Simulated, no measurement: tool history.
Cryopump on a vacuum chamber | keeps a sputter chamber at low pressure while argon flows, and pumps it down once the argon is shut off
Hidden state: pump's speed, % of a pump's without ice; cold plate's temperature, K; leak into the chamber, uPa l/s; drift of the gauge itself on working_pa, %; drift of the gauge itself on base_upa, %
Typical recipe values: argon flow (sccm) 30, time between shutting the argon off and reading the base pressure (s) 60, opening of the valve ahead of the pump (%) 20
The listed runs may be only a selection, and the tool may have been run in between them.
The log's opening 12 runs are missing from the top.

run     day  argon flow (sccm)  time between shutting the argon off and reading the base pressure (s)  opening of the valve ahead of the pump (%)  hours of work since the pump was warmed up and emptied  hours of work since the cold head was overhauled  hours of work since the chamber's fittings were tightened  pressure while argon flows (Pa)  pressure after the wait (uPa)
 13  11.075                 30                                                                     60                                          20                                                     217                                              1161                                                       3080                           0.1753                           2.63
 14  11.904                 30                                                                     60                                          40                                                     234                                              1177                                                       3097                           0.0892                           2.62
     12.342  -- leaking fittings of the chamber tightened, without venting
 15  13.246                 48                                                                     60                                          20                                                     259                                              1203                                                         18                           0.2783                           0.88
 16  14.108                 48                                                                     60                                          20                                                     277                                              1220                                                         36                           0.2814                           0.87
 17  14.996                 48                                                                     60                                          20                                                     295                                              1238                                                         54                           0.2803                           0.85
 18  15.896                 35                                                                     53                                          20                                                     313                                              1256                                                         72                           0.2054                           1.02
 19  17.146                 35                                                                     53                                          20                                                     338                                              1281                                                         97                           0.2044                           0.98
 20  18.233                 35                                                                     53                                          20                                                     360                                              1303                                                        119                           0.2054                           1.01
 21  19.208                 35                                                                     53                                          20                                                     380                                              1323                                                        139                           0.2055                           1.04
 22  20.812                 54                                                                     60                                          17                                                     412                                              1355                                                        171                           0.3705                           0.97
 23  21.483                 54                                                                     60                                          17                                                     426                                              1369                                                        184                           0.3726                           0.99
 24  22.262                 30                                                                     32                                          20                                                     441                                              1385                                                        200                           0.1762                           1.54
 25  23.558                 16                                                                    189                                          18                                                     467                                              1411                                                        226                            0.105                            0.6
 26  25.033                 16                                                                     60                                          55                                                     497                                              1440                                                        256                            0.036                           1.05
 27  26.496                 30                                                                     54                                          20                                                     527                                              1470                                                        285                            0.177                           1.13
 28    27.6                 30                                                                     20                                          20                                                     549                                              1492                                                        308                           0.1774                           2.39

Expected results for the next run?
 29  28.829                 21                                                                     20                                          20                                                     574                                              1517                                                        333                                ?                              ?

{"run 29": {"pressure while argon flows (Pa)": 0.1243, "pressure after the wait (uPa)": 2.38}}
Were there no unlogged condition in the tool, this run, its random variation unchanged, would have produced pressure while argon flows (Pa) 0.1202, pressure after the wait (uPa) 2.13.

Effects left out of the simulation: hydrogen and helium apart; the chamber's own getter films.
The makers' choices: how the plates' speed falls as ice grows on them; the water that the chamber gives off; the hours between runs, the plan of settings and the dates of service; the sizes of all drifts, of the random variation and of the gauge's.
